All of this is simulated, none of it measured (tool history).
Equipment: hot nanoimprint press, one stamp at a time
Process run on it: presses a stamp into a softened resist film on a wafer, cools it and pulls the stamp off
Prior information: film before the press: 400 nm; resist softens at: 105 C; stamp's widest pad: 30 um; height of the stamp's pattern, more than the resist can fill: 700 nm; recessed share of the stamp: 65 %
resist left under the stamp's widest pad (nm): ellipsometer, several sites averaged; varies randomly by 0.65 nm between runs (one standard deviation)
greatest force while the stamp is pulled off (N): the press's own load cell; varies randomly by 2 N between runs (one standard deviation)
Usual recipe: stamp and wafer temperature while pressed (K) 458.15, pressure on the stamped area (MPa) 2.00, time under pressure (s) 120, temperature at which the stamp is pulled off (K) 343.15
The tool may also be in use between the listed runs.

run,day,stamp and wafer temperature while pressed (K),pressure on the stamped area (MPa),time under pressure (s),temperature at which the stamp is pulled off (K),resist left under the stamp's widest pad (nm),greatest force while the stamp is pulled off (N)
1,0.000,458.15,2.00,120,343.15,228.0,113
2,1.629,458.15,2.00,120,343.15,227.7,115
# day 2.212: stamp cleaned and given a new release coat
3,4.425,458.15,2.00,120,343.15,229.8,115
4,6.433,458.15,2.00,120,347.15,229.0,105
5,8.108,466.15,2.00,120,343.15,185.7,117
6,9.812,458.15,2.00,120,343.15,229.3,116
7,11.788,458.15,2.00,120,343.15,230.7,112
8,14.000,458.15,2.00,120,343.15,230.7,115
9,16.125,458.15,2.00,120,343.15,232.8,116
10,18.742,458.15,2.00,120,343.15,231.8,116
11,20.679,458.15,2.00,120,343.15,233.3,112
# day 21.575: stamp cleaned and given a new release coat
12,22.133,458.15,2.00,138,343.15,223.4,113
# day 25.204: press's hydraulic seals changed and the load cell set to zero
13,25.379,464.15,2.00,120,343.15,197.9,112
# day 26.662: gauge calibrated
14,26.733,464.15,2.00,120,343.15,193.6,113
15,28.075,464.15,2.49,132,343.15,169.4,111
16,29.304,459.15,1.41,64,343.15,297.7,116
17,30.529,459.15,1.41,64,343.15,297.2,117
# day 31.088: plate thermocouple calibrated
18,32.738,459.15,1.41,64,343.15,299.5,117
19,34.454,459.15,1.41,210,343.15,214.3,110
20,35.796,450.15,1.41,198,347.15,276.3,100
21,37.988,450.15,1.41,198,347.15,276.4,104
22,40.621,465.15,2.00,120,343.15,190.7,112
# day 41.592: stamp cleaned and given a new release coat
23,43.321,466.15,1.45,80,343.15,245.4,115
24,45.012,466.15,1.45,80,343.15,245.5,112
25,47.238,466.15,1.45,80,343.15,245.3,115
26,49.621,458.15,3.00,76,343.15,229.7,113
27,51.392,458.15,2.00,120,350.15,233.4,93
28,54.017,458.15,2.00,144,350.15,219.7,94

Each row is a separate what-if for the run after 28, all from the same tool condition, not one after another. Results?
A,56.467,458.15,2.51,67,343.15,?,?
B,56.467,459.15,2.00,69,350.15,?,?
C,56.467,458.15,2.00,87,329.15,?,?
D,56.467,461.15,2.75,109,343.15,?,?

run,resist left under the stamp's widest pad (nm),greatest force while the stamp is pulled off (N)
A,256.4,112
B,269.1,94
C,257.8,156
D,194.4,114
Without the tool's unlogged condition, the same runs would have read:
run,resist left under the stamp's widest pad (nm),greatest force while the stamp is pulled off (N)
A,248.7,112
B,261.1,94
C,250.2,155
D,188.5,113
